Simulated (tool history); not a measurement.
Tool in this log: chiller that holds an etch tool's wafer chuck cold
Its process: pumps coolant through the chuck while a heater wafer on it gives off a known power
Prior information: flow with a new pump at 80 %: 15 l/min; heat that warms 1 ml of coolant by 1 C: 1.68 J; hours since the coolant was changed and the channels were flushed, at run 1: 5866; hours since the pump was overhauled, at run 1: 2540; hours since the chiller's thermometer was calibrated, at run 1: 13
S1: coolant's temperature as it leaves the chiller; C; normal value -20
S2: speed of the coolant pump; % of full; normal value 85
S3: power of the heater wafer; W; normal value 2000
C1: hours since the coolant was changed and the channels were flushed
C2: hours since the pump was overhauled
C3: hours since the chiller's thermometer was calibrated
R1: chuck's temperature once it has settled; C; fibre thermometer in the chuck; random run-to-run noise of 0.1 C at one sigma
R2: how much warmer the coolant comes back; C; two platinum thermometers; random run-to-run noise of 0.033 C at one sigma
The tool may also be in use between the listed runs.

Run 1, hour 0: usual settings; C1 5866; C2 2540; C3 13. Result: R1 -6.4 C, R2 4.62 C.
Run 2, hour 59.4: usual settings; C1 5925; C2 2599; C3 72. Result: R1 -6.4 C, R2 4.6 C.
Run 3, hour 93.8: usual settings but S3 1280 W; C1 5960; C2 2633; C3 107. Result: R1 -11.3 C, R2 2.98 C.
Run 4, hour 132: usual settings; C1 5998; C2 2672; C3 145. Result: R1 -6.2 C, R2 4.68 C.
Run 5, hour 180.4: usual settings; C1 6046; C2 2720; C3 193. Result: R1 -6.6 C, R2 4.6 C.
Run 6, hour 237.8: usual settings but S2 69 % of full; C1 6104; C2 2777; C3 250. Result: R1 -4.4 C, R2 5.82 C.
Run 7, hour 301.1: usual settings but S2 69 % of full; C1 6167; C2 2841; C3 314. Result: R1 -4.5 C, R2 5.78 C.
Run 8, hour 362.9: usual settings but S1 -22 C, S2 69 % of full, S3 2898 W; C1 6229; C2 2903; C3 376. Result: R1 0.7 C, R2 8.4 C.
Run 9, hour 422.4: usual settings but S1 -28 C, S2 66 % of full, S3 1370 W; C1 6288; C2 2962; C3 435. Result: R1 -17 C, R2 4.18 C.
Run 10, hour 461.7: usual settings but S1 -22 C, S2 67 % of full; C1 6328; C2 3001; C3 474. Result: R1 -5.9 C, R2 6.03 C.
Run 11, hour 507.9: usual settings but S1 -13 C, S2 66 % of full; C1 6374; C2 3048; C3 521. Result: R1 3.1 C, R2 6.11 C.
Run 12, hour 572.7: usual settings but S1 -19 C, S2 80 % of full, S3 1294 W; C1 6439; C2 3112; C3 585. Result: R1 -9.7 C, R2 3.27 C.
Run 13, hour 613.2: usual settings but S1 -19 C, S2 80 % of full, S3 2387 W; C1 6479; C2 3153; C3 626. Result: R1 -1.7 C, R2 5.96 C.

What if the next run were any one of these 5? Each begins from the tool's condition after run 13:
Run A, hour 655.8: usual settings but S1 -19 C, S2 99 % of full, S3 1521 W; C1 6522; C2 3195; C3 668. Result: R1 ?, R2 ?.
Run B, hour 655.8: usual settings but S3 1025 W; C1 6522; C2 3195; C3 668. Result: R1 ?, R2 ?.
Run C, hour 655.8: usual settings but S1 -19 C, S2 66 % of full, S3 2226 W; C1 6522; C2 3195; C3 668. Result: R1 ?, R2 ?.
Run D, hour 655.8: usual settings but S3 1029 W; C1 6522; C2 3195; C3 668. Result: R1 ?, R2 ?.
Run E, hour 655.8: usual settings but S1 -22 C, S3 1262 W; C1 6522; C2 3195; C3 668. Result: R1 ?, R2 ?.

run     R1    R2
  A   -9.2  3.01
  B  -12.7   2.4
  C     -1   6.9
  D  -12.9  2.44
  E  -13.4     3
The same runs, with their run-to-run variation unchanged, on a tool lacking any hidden condition would have given:
run     R1    R2
  A  -11.1  2.87
  B  -14.1  2.29
  C   -4.3  6.59
  D  -14.3  2.33
  E  -15.1  2.86

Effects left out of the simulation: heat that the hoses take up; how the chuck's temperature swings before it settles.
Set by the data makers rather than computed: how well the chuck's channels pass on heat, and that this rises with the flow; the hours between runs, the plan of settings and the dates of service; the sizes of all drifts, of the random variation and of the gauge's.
